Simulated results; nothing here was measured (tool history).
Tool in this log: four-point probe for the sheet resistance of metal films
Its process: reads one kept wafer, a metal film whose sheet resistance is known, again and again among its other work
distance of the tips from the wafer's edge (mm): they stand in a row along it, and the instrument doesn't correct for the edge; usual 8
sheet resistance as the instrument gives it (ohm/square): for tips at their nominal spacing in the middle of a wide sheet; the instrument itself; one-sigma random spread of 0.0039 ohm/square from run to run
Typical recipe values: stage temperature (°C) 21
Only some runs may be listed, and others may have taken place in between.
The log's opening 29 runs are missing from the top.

run,hour,stage temperature (°C),distance of the tips from the wafer's edge (mm),sheet resistance as the instrument gives it (ohm/square)
30,599.3,31,5,19.872472
31,611.4,23,4,20.21338
32,636.7,23,4,20.214381
33,663.3,23,4,20.221117
34,685.8,23,14,19.32117
35,702.2,23,14,19.31437
36,717,27,8,19.492442
37,732.6,27,8,19.478839
38,753.6,29,66,19.241822
39,767.4,29,31,19.248618
40,784.9,25,8,19.487926
41,798.1,25,8,19.497643
42,817.1,25,8,19.485548
43,841.9,25,8,19.48795
44,858.4,26,70,19.236071

Below are 4 alternative next runs, each starting from the tool's condition after run 44. Predict each:
A,879,26,7,?
B,879,20,4,?
C,879,25,3,?
D,879,21,7,?

run,sheet resistance as the instrument gives it (ohm/square)
A,19.570201
B,20.221543
C,20.90666
D,19.572293
Stripped of hidden state, with their random variation kept, the same runs would have yielded:
run,sheet resistance as the instrument gives it (ohm/square)
A,19.568164
B,20.219438
C,20.904495
D,19.570251
